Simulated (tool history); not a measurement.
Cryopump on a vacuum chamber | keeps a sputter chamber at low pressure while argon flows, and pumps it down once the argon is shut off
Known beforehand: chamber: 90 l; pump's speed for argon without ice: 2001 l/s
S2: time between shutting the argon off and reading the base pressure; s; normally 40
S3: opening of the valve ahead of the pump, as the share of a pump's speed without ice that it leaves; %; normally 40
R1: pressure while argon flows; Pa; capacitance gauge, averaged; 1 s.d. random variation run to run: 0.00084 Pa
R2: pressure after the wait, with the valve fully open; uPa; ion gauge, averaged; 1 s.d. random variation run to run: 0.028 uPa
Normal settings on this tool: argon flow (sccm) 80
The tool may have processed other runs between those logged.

run 1 hour=0.0 | argon_flow_(sccm)=80 S2=40 S3=40 | R1=0.1735 R2=2.41
run 2 hour=63.4 | argon_flow_(sccm)=80 S2=40 S3=33 | R1=0.2112 R2=2.50
run 3 hour=143.2 | argon_flow_(sccm)=80 S2=40 S3=33 | R1=0.2134 R2=2.50
run 4 hour=197.9 | argon_flow_(sccm)=80 S2=40 S3=33 | R1=0.2156 R2=2.60
run 5 hour=252.0 | argon_flow_(sccm)=46 S2=40 S3=40 | R1=0.1054 R2=2.57
run 6 hour=297.6 | argon_flow_(sccm)=46 S2=40 S3=40 | R1=0.1035 R2=2.70
run 7 hour=355.5 | argon_flow_(sccm)=43 S2=40 S3=40 | R1=0.0981 R2=2.71
run 8 hour=408.7 | argon_flow_(sccm)=43 S2=40 S3=40 | R1=0.0995 R2=2.78
run 9 hour=459.8 | argon_flow_(sccm)=80 S2=21 S3=40 | R1=0.1871 R2=3.82
run 10 hour=507.4 | argon_flow_(sccm)=80 S2=21 S3=46 | R1=0.1658 R2=4.00
run 11 hour=555.5 | argon_flow_(sccm)=80 S2=40 S3=18 | R1=0.3946 R2=2.88
run 12 hour=609.1 | argon_flow_(sccm)=80 S2=40 S3=18 | R1=0.3959 R2=3.01
run 13 hour=681.7 | argon_flow_(sccm)=80 S2=40 S3=18 | R1=0.3777 R2=2.63
run 14 hour=740.2 | argon_flow_(sccm)=80 S2=40 S3=44 | R1=0.1573 R2=2.66
run 15 hour=819.6 | argon_flow_(sccm)=149 S2=40 S3=54 | R1=0.2443 R2=2.67
run 16 hour=868.6 | argon_flow_(sccm)=149 S2=40 S3=54 | R1=0.2467 R2=2.67
run 17 hour=933.7 | argon_flow_(sccm)=149 S2=40 S3=54 | R1=0.2508 R2=2.83
run 18 hour=976.5 | argon_flow_(sccm)=96 S2=62 S3=33 | R1=0.2555 R2=2.48
run 19 hour=1056.4 | argon_flow_(sccm)=38 S2=82 S3=28 | R1=0.1199 R2=0.84
run 20 hour=1111.1 | argon_flow_(sccm)=158 S2=38 S3=50 | R1=0.2923 R2=1.53
run 21 hour=1166.3 | argon_flow_(sccm)=72 S2=38 S3=37 | R1=0.1780 R2=1.49
run 22 hour=1233.1 | argon_flow_(sccm)=72 S2=38 S3=37 | R1=0.1798 R2=1.55
run 23 hour=1283.4 | argon_flow_(sccm)=72 S2=38 S3=37 | R1=0.1821 R2=1.60
run 24 hour=1338.8 | argon_flow_(sccm)=57 S2=197 S3=37 | R1=0.1455 R2=0.68
run 25 hour=1378.7 | argon_flow_(sccm)=43 S2=41 S3=28 | R1=0.1412 R2=1.55
run 26 hour=1460.6 | argon_flow_(sccm)=43 S2=41 S3=28 | R1=0.1298 R2=1.45
run 27 hour=1504.3 | argon_flow_(sccm)=49 S2=41 S3=28 | R1=0.1498 R2=1.55
run 28 hour=1570.9 | argon_flow_(sccm)=49 S2=41 S3=28 | R1=0.1501 R2=1.56

Taken out of this log: 3 entries between the listed runs. Where each belongs, and how the hidden state differs across it:
From run 12 to run 13: pump warmed up, emptied and cooled again (hour 644.0)
  pump's speed, % of a pump's without ice: 76.9 -> 98.2; cold plate's temperature, K: 13.19 -> 13.21; leak into the chamber, uPa l/s: 2780 -> 2830
  measured result minus the result with no hidden state, R1: +0.0224 -> +0.0030 Pa; R2: +1.70 -> +1.31 uPa
From run 18 to run 19: leaking fittings of the chamber tightened, without venting (hour 1005.6)
  pump's speed, % of a pump's without ice: 89.5 -> 87.1; cold plate's temperature, K: 13.28 -> 13.3; leak into the chamber, uPa l/s: 3044 -> 442
  measured result minus the result with no hidden state, R1: +0.0119 -> +0.0057 Pa; R2: +1.61 -> +0.11 uPa
From run 25 to run 26: pump warmed up, emptied and cooled again (hour 1425.0)
  pump's speed, % of a pump's without ice: 77.5 -> 98.4; cold plate's temperature, K: 13.37 -> 13.39; leak into the chamber, uPa l/s: 671 -> 725
  measured result minus the result with no hidden state, R1: +0.0119 -> +0.0016 Pa; R2: +0.30 -> +0.23 uPa
